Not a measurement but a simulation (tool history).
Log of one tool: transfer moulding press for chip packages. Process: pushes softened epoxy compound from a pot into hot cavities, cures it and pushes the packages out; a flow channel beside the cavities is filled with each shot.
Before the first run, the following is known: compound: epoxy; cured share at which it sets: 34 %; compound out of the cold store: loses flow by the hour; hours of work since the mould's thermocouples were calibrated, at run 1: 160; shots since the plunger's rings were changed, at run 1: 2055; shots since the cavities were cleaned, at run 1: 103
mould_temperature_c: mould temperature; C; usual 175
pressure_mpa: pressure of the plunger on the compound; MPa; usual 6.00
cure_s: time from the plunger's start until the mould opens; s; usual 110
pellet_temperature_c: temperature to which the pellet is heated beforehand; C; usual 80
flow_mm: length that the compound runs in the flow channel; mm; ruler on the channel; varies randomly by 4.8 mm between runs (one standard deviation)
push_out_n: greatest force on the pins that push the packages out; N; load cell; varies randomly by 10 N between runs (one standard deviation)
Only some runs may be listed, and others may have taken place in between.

run    day  mould_temperature_c  pressure_mpa  cure_s  pellet_temperature_c  hours of work since the mould's thermocouples were calibrated  shots since the plunger's rings were changed  shots since the cavities were cleaned  incoming compound's hours out of the cold store  flow_mm  push_out_n
  1  0.000                  175          6.00     110                    80                                                            160                                          2055                                    103                                             29.6      808         512
  2  0.338                  175          6.00     110                    80                                                            166                                          2162                                    210                                             47.9      730         549
  3  0.704                  175          6.00     110                    80                                                            173                                          2279                                    327                                             22.1      851         607
  4  0.967                  175          6.00     109                    80                                                            178                                          2362                                    410                                             10.8      905         627
  5  1.225                  175          6.00     109                    80                                                            183                                          2445                                    493                                              9.9      903         673
     1.696  -- plunger's sealing rings changed
  6  1.896                  175          6.00     109                    80                                                            193                                            63                                    674                                             46.8      771         686
     2.396  -- cavities cleaned with cleaning compound and waxed
  7  2.429                  175          6.00     109                    80                                                            202                                           213                                     10                                             15.3      902         501
  8  2.788                  177          6.00     109                    80                                                            209                                           328                                    125                                             12.8      903         532
  9  3.188                  177          6.00     109                    87                                                            216                                           456                                    253                                             34.2      806         590
 10  3.600                  175          7.18     110                    80                                                            224                                           587                                    384                                             22.6      948         630
 11  3.917                  175          6.66     110                    80                                                            230                                           689                                    486                                             18.8      931         674
 12  4.262                  175          6.00     128                    80                                                            237                                           798                                    595                                             39.9      792         633
 13  4.767                  175          6.00     110                    80                                                            246                                           959                                    756                                             15.3      902         744
     4.988  -- cavities cleaned with cleaning compound and waxed
 14  5.412                  175          6.00     110                    89                                                            257                                          1146                                    136                                             33.0      812         559
 15  5.896                  174          6.61     100                    84                                                            266                                          1299                                    289                                             22.5      898         702
 16  6.442                  179          6.00     110                    80                                                            276                                          1474                                    464                                             38.0      767         614
 17  6.875                  175          6.00     110                    77                                                            285                                          1613                                    603                                             15.6      876         707
 18  7.238                  175          6.00     110                    74                                                            291                                          1728                                    718                                             22.7      843         736
     7.575  -- cavities cleaned with cleaning compound and waxed
 19  7.583                  175          6.00     110                    74                                                            297                                          1818                                      3                                             10.9      900         491
 20  8.058                  167          6.00     110                    74                                                            306                                          1970                                    155                                             44.9      777         786
 21  8.325                  167          6.00     137                    75                                                            311                                          2055                                    240                                             43.9      777         628

Predict the results of run 22:
 22  8.658                  174          6.00     125                    73                                                            317                                          2161                                    346                                             40.3        ?           ?

For run 22 the tool returned flow_mm 769 mm, push_out_n 564 N.
The same run, on a tool lacking any hidden state, would have yielded flow_mm 804 mm, push_out_n 432 N.
